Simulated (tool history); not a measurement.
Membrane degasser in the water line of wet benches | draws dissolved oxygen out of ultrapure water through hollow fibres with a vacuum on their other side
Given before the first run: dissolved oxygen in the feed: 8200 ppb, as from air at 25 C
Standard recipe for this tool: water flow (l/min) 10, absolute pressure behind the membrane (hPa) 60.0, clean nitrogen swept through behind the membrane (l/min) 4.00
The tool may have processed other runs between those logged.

run,hour,water flow (l/min),absolute pressure behind the membrane (hPa),clean nitrogen swept through behind the membrane (l/min),dissolved oxygen in the water behind the degasser (ppb),pressure that the water loses in the fibres (hPa)
1,0.0,10,60.0,4.00,22.2,540.2
2,145.0,10,60.0,4.00,21.8,536.7
3,282.9,10,60.0,4.00,21.8,530.5
4,486.0,10,60.0,4.00,21.5,530.3
5,714.4,11,60.0,4.00,25.5,586.5
6,983.8,11,60.0,4.00,24.8,590.1
7,1272.7,11,40.6,4.00,12.4,581.9
# hour 1341.6: seals of the vacuum lines changed
8,1426.8,10,60.0,4.00,21.7,532.4
9,1701.2,10,70.0,4.00,28.3,536.9
10,1868.7,10,60.0,4.00,22.1,529.8
11,2062.2,10,60.0,4.33,20.3,530.7
12,2293.2,10,60.0,4.00,21.8,534.6
13,2489.4,10,60.0,5.28,18.2,530.4
# hour 2536.9: vacuum gauge calibrated
14,2664.6,8,60.0,5.28,12.4,423.7
15,2832.1,8,60.0,5.28,12.0,425.2
16,3077.5,8,60.0,1.84,31.5,421.5
17,3325.0,10,60.0,2.12,37.4,527.2
18,3524.3,10,148.7,6.04,52.0,526.3
19,3701.8,10,37.4,4.00,7.7,523.9
20,3902.8,10,53.8,6.10,13.3,528.6
21,4078.3,10,101.0,11.03,20.5,528.9
22,4277.5,8,101.0,4.60,31.9,421.4
23,4472.6,8,101.0,4.60,31.9,417.7
24,4696.9,8,101.0,4.60,31.1,420.8
# hour 4961.4: seals of the vacuum lines changed
25,4964.0,8,101.0,4.60,31.2,419.9
26,5153.9,7,46.4,4.60,6.2,367.2
# hour 5236.9: gauge calibrated
27,5366.1,7,46.4,4.60,6.3,372.1
28,5588.1,7,46.4,4.60,6.1,374.6
29,5745.0,7,46.4,4.60,6.5,372.0

Alternative continuations, all from the tool just after run 29; predict every row:
A,5906.1,7,46.4,5.38,?,?
B,5906.1,7,46.4,4.60,?,?
C,5906.1,7,86.6,3.76,?,?
D,5906.1,10,60.0,10.72,?,?
E,5906.1,13,89.5,7.43,?,?

run,dissolved oxygen in the water behind the degasser (ppb),pressure that the water loses in the fibres (hPa)
A,6.4,375.1
B,6.5,373.2
C,26.9,374.7
D,10.8,533.9
E,38.0,691.1
With no hidden state in the tool, these same runs would have given:
run,dissolved oxygen in the water behind the degasser (ppb),pressure that the water loses in the fibres (hPa)
A,6.4,375.5
B,6.5,373.6
C,26.8,375.1
D,10.8,534.4
E,37.8,691.7
